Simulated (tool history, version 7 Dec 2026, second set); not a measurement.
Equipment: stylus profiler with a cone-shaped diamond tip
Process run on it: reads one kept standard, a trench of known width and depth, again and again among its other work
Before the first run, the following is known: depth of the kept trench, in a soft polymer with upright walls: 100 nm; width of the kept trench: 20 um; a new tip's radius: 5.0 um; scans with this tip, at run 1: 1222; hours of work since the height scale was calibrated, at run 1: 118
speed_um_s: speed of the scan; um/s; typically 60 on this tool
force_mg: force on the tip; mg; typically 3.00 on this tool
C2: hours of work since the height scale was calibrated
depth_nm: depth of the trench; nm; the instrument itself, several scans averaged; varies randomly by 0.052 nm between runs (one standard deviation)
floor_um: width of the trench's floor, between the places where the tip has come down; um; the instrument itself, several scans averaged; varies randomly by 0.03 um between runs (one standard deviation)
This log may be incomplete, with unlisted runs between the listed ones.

Run 1, hour 0.0: usual settings; scans with this tip 1222; C2 118. Result: depth_nm 101.12 nm, floor_um 17.44 um.
Run 2, hour 20.2: usual settings; scans with this tip 1388; C2 135. Result: depth_nm 101.13 nm, floor_um 17.44 um.
Run 3, hour 44.3: usual settings; scans with this tip 1586; C2 154. Result: depth_nm 101.09 nm, floor_um 17.40 um.
Run 4, hour 61.1: usual settings but speed_um_s 17 um/s; scans with this tip 1725; C2 167. Result: depth_nm 101.15 nm, floor_um 17.63 um.
Run 5, hour 84.4: usual settings but speed_um_s 17 um/s; scans with this tip 1916; C2 186. Result: depth_nm 101.12 nm, floor_um 17.57 um.
Run 6, hour 98.0: usual settings but speed_um_s 17 um/s, force_mg 4.10 mg; scans with this tip 2028; C2 197. Result: depth_nm 101.40 nm, floor_um 17.53 um.
Run 7, hour 108.8: usual settings but speed_um_s 17 um/s, force_mg 4.10 mg; scans with this tip 2117; C2 205. Result: depth_nm 101.39 nm, floor_um 17.53 um.
Run 8, hour 127.4: usual settings but speed_um_s 17 um/s, force_mg 4.10 mg; scans with this tip 2271; C2 220. Result: depth_nm 101.38 nm, floor_um 17.58 um.
Run 9, hour 139.9: usual settings but speed_um_s 17 um/s, force_mg 4.10 mg; scans with this tip 2373; C2 230. Result: depth_nm 101.30 nm, floor_um 17.54 um.
Run 10, hour 163.4: usual settings but speed_um_s 17 um/s, force_mg 4.10 mg; scans with this tip 2567; C2 249. Result: depth_nm 101.37 nm, floor_um 17.56 um.
Run 11, hour 174.0: usual settings but force_mg 1.79 mg; scans with this tip 2654; C2 257. Result: depth_nm 100.73 nm, floor_um 17.15 um.
Run 12, hour 195.3: usual settings; scans with this tip 2829; C2 274. Result: depth_nm 101.09 nm, floor_um 17.24 um.
Run 13, hour 215.1: usual settings but speed_um_s 56 um/s; scans with this tip 2992; C2 290. Result: depth_nm 101.07 nm, floor_um 17.18 um.
Run 14, hour 233.2: usual settings but speed_um_s 56 um/s; scans with this tip 3141; C2 305. Result: depth_nm 101.11 nm, floor_um 17.19 um.
Run 15, hour 252.9: usual settings; scans with this tip 3304; C2 320. Result: depth_nm 100.98 nm, floor_um 17.16 um.
Run 16, hour 273.7: usual settings; scans with this tip 3474; C2 337. Result: depth_nm 101.07 nm, floor_um 17.13 um.
Run 17, hour 290.0: usual settings; scans with this tip 3609; C2 350. Result: depth_nm 101.06 nm, floor_um 17.09 um.
Run 18, hour 306.1: usual settings; scans with this tip 3741; C2 363. Result: depth_nm 101.04 nm, floor_um 17.09 um.
Run 19, hour 323.7: usual settings; scans with this tip 3886; C2 377. Result: depth_nm 101.04 nm, floor_um 17.15 um.
Run 20, hour 344.7: usual settings; scans with this tip 4059; C2 394. Result: depth_nm 101.06 nm, floor_um 17.04 um.
Run 21, hour 359.1: usual settings; scans with this tip 4177; C2 405. Result: depth_nm 101.05 nm, floor_um 17.01 um.
Run 22, hour 370.1: usual settings; scans with this tip 4268; C2 414. Result: depth_nm 100.94 nm, floor_um 17.07 um.
Run 23, hour 392.2: usual settings but speed_um_s 94 um/s, force_mg 3.92 mg; scans with this tip 4450; C2 432. Result: depth_nm 101.22 nm, floor_um 16.89 um.
Run 24, hour 414.3: usual settings but speed_um_s 47 um/s; scans with this tip 4632; C2 449. Result: depth_nm 100.97 nm, floor_um 17.06 um.
Run 25, hour 427.8: usual settings but speed_um_s 47 um/s; scans with this tip 4743; C2 460. Result: depth_nm 100.99 nm, floor_um 17.02 um.
Run 26, hour 443.1: usual settings but speed_um_s 47 um/s; scans with this tip 4869; C2 472. Result: depth_nm 101.07 nm, floor_um 17.05 um.
Run 27, hour 466.9: usual settings but speed_um_s 68 um/s, force_mg 8.84 mg; scans with this tip 5065; C2 491. Result: depth_nm 102.29 nm, floor_um 16.99 um.
Run 28, hour 491.2: usual settings but speed_um_s 68 um/s, force_mg 8.84 mg; scans with this tip 5264; C2 511. Result: depth_nm 102.24 nm, floor_um 17.05 um.
Run 29, hour 507.6: usual settings but speed_um_s 68 um/s, force_mg 8.84 mg; scans with this tip 5400; C2 524. Result: depth_nm 102.27 nm, floor_um 17.02 um.
Run 30, hour 525.2: usual settings but speed_um_s 55 um/s, force_mg 6.28 mg; scans with this tip 5544; C2 538. Result: depth_nm 101.74 nm, floor_um 16.99 um.
Run 31, hour 547.1: usual settings but speed_um_s 55 um/s, force_mg 6.28 mg; scans with this tip 5725; C2 555. Result: depth_nm 101.81 nm, floor_um 16.98 um.
Run 32, hour 564.0: usual settings but speed_um_s 70 um/s; scans with this tip 5864; C2 569. Result: depth_nm 100.93 nm, floor_um 16.77 um.
Run 33, hour 586.7: usual settings but speed_um_s 70 um/s; scans with this tip 6050; C2 587. Result: depth_nm 101.00 nm, floor_um 16.74 um.
Run 34, hour 610.4: usual settings but speed_um_s 70 um/s; scans with this tip 6246; C2 606. Result: depth_nm 100.91 nm, floor_um 16.72 um.
Run 35, hour 621.6: usual settings but speed_um_s 104 um/s, force_mg 5.23 mg; scans with this tip 6338; C2 615. Result: depth_nm 101.51 nm, floor_um 16.68 um.
Run 36, hour 645.8: usual settings but speed_um_s 25 um/s, force_mg 1.37 mg; scans with this tip 6537; C2 634. Result: depth_nm 100.55 nm, floor_um 16.86 um.
Run 37, hour 663.8: usual settings but speed_um_s 25 um/s, force_mg 1.37 mg; scans with this tip 6685; C2 648. Result: depth_nm 100.42 nm, floor_um 16.87 um.
Run 38, hour 688.0: usual settings but speed_um_s 25 um/s, force_mg 1.04 mg; scans with this tip 6884; C2 668. Result: depth_nm 100.36 nm, floor_um 16.84 um.
Run 39, hour 710.7: usual settings but speed_um_s 25 um/s, force_mg 1.04 mg; scans with this tip 7071; C2 686. Result: depth_nm 100.27 nm, floor_um 16.74 um.
Run 40, hour 730.5: usual settings but speed_um_s 25 um/s, force_mg 1.04 mg; scans with this tip 7234; C2 702. Result: depth_nm 100.35 nm, floor_um 16.72 um.
Run 41, hour 747.1: usual settings but force_mg 2.14 mg; scans with this tip 7370; C2 715. Result: depth_nm 100.66 nm, floor_um 16.54 um.
Run 42, hour 769.2: usual settings but speed_um_s 99 um/s, force_mg 5.81 mg; scans with this tip 7553; C2 732. Result: depth_nm 101.61 nm, floor_um 16.54 um.

Here are 5 independent what-if runs from the current tool condition. What would each one return?
Run A, hour 783.0: usual settings but speed_um_s 30 um/s, force_mg 5.81 mg; scans with this tip 7666; C2 743. Result: depth_nm ?, floor_um ?.
Run B, hour 783.0: usual settings but speed_um_s 139 um/s, force_mg 2.60 mg; scans with this tip 7666; C2 743. Result: depth_nm ?, floor_um ?.
Run C, hour 783.0: usual settings but speed_um_s 221 um/s, force_mg 4.70 mg; scans with this tip 7666; C2 743. Result: depth_nm ?, floor_um ?.
Run D, hour 783.0: usual settings but speed_um_s 97 um/s, force_mg 5.81 mg; scans with this tip 7666; C2 743. Result: depth_nm ?, floor_um ?.
Run E, hour 783.0: usual settings but speed_um_s 54 um/s, force_mg 1.11 mg; scans with this tip 7666; C2 743. Result: depth_nm ?, floor_um ?.

run  depth_nm  floor_um
  A    101.64     16.84
  B    100.78     16.11
  C    101.31     15.93
  D    101.68     16.59
  E    100.36     16.48
The same runs, with their run-to-run variation unchanged, on a tool lacking any hidden condition would have given:
run  depth_nm  floor_um
  A    101.91     17.90
  B    101.05     17.18
  C    101.58     16.99
  D    101.95     17.66
  E    100.62     17.54
